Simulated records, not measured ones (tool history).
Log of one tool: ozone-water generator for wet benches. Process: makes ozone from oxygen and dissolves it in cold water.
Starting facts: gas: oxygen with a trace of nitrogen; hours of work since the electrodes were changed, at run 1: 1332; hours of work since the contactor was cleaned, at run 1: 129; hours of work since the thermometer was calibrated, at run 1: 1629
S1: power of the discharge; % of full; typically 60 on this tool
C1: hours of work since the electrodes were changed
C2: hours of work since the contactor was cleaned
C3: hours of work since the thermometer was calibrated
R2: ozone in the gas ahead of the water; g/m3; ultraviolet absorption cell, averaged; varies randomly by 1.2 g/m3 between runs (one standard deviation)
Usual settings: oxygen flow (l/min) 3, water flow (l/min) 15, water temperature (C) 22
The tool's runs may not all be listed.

Run 1, hour 0: usual settings; C1 1332; C2 129; C3 1629. Result: dissolved ozone (ppm) 14.6, R2 202 g/m3.
Run 2, hour 100.6: usual settings but oxygen flow (l/min) 2.2; C1 1402; C2 200; C3 1699. Result: dissolved ozone (ppm) 13.9, R2 232.2 g/m3.
Run 3, hour 165.4: usual settings but oxygen flow (l/min) 2.2, water flow (l/min) 17; C1 1447; C2 245; C3 1744. Result: dissolved ozone (ppm) 12.3, R2 230.2 g/m3.
Run 4, hour 226.7: usual settings but oxygen flow (l/min) 2.2, water flow (l/min) 17; C1 1490; C2 288; C3 1787. Result: dissolved ozone (ppm) 11.9, R2 231.1 g/m3.
Run 5, hour 341.3: usual settings but oxygen flow (l/min) 2.2, water flow (l/min) 17; C1 1570; C2 368; C3 1867. Result: dissolved ozone (ppm) 11.9, R2 228.8 g/m3.
Run 6, hour 469.4: usual settings but S1 84 % of full, oxygen flow (l/min) 2.2, water flow (l/min) 17; C1 1660; C2 457; C3 1957. Result: dissolved ozone (ppm) 15.2, R2 289.9 g/m3.
Run 7, hour 603.6: usual settings; C1 1753; C2 551; C3 2051. Result: dissolved ozone (ppm) 14.3, R2 198.3 g/m3.
Run 8, hour 671.8: usual settings; C1 1801; C2 599; C3 2098. Result: dissolved ozone (ppm) 14.2, R2 197.7 g/m3.
Run 9, hour 770.2: usual settings but water flow (l/min) 9; C1 1870; C2 667; C3 2167. Result: dissolved ozone (ppm) 22.4, R2 200.8 g/m3.
Run 10, hour 875.7: usual settings but water flow (l/min) 9; C1 1943; C2 741; C3 2241. Result: dissolved ozone (ppm) 22, R2 197.1 g/m3.
Run 11, hour 998.1: usual settings but water flow (l/min) 9; C1 2029; C2 826; C3 2326. Result: dissolved ozone (ppm) 22.1, R2 195.2 g/m3.
Run 12, hour 1066.5: usual settings; C1 2077; C2 874; C3 2374. Result: dissolved ozone (ppm) 14, R2 194.2 g/m3.
Run 13, hour 1178.4: usual settings; C1 2155; C2 952; C3 2452. Result: dissolved ozone (ppm) 13.8, R2 193.7 g/m3.
Run 14, hour 1293.5: usual settings; C1 2235; C2 1033; C3 2532. Result: dissolved ozone (ppm) 13.9, R2 194.2 g/m3.
At hour 1350.7: water thermometer calibrated.
Run 15, hour 1409.7: usual settings; C1 2316; C2 1114; C3 41. Result: dissolved ozone (ppm) 13.8, R2 192.6 g/m3.
Run 16, hour 1469.9: usual settings; C1 2358; C2 1156; C3 83. Result: dissolved ozone (ppm) 13.8, R2 194.1 g/m3.
Run 17, hour 1614.1: usual settings but water flow (l/min) 16; C1 2459; C2 1256; C3 184. Result: dissolved ozone (ppm) 13, R2 191.7 g/m3.

For run 18, what comes out?
Run 18, hour 1760.5: usual settings but water flow (l/min) 16; C1 2561; C2 1359; C3 286. Result: dissolved ozone (ppm) ?, R2 ?.

dissolved ozone (ppm): 12.8
R2: 193.1 g/m3
Were there no unlogged condition in the tool, this run, its random variation unchanged, would have produced dissolved ozone (ppm) 14.7, R2 213.3 g/m3.

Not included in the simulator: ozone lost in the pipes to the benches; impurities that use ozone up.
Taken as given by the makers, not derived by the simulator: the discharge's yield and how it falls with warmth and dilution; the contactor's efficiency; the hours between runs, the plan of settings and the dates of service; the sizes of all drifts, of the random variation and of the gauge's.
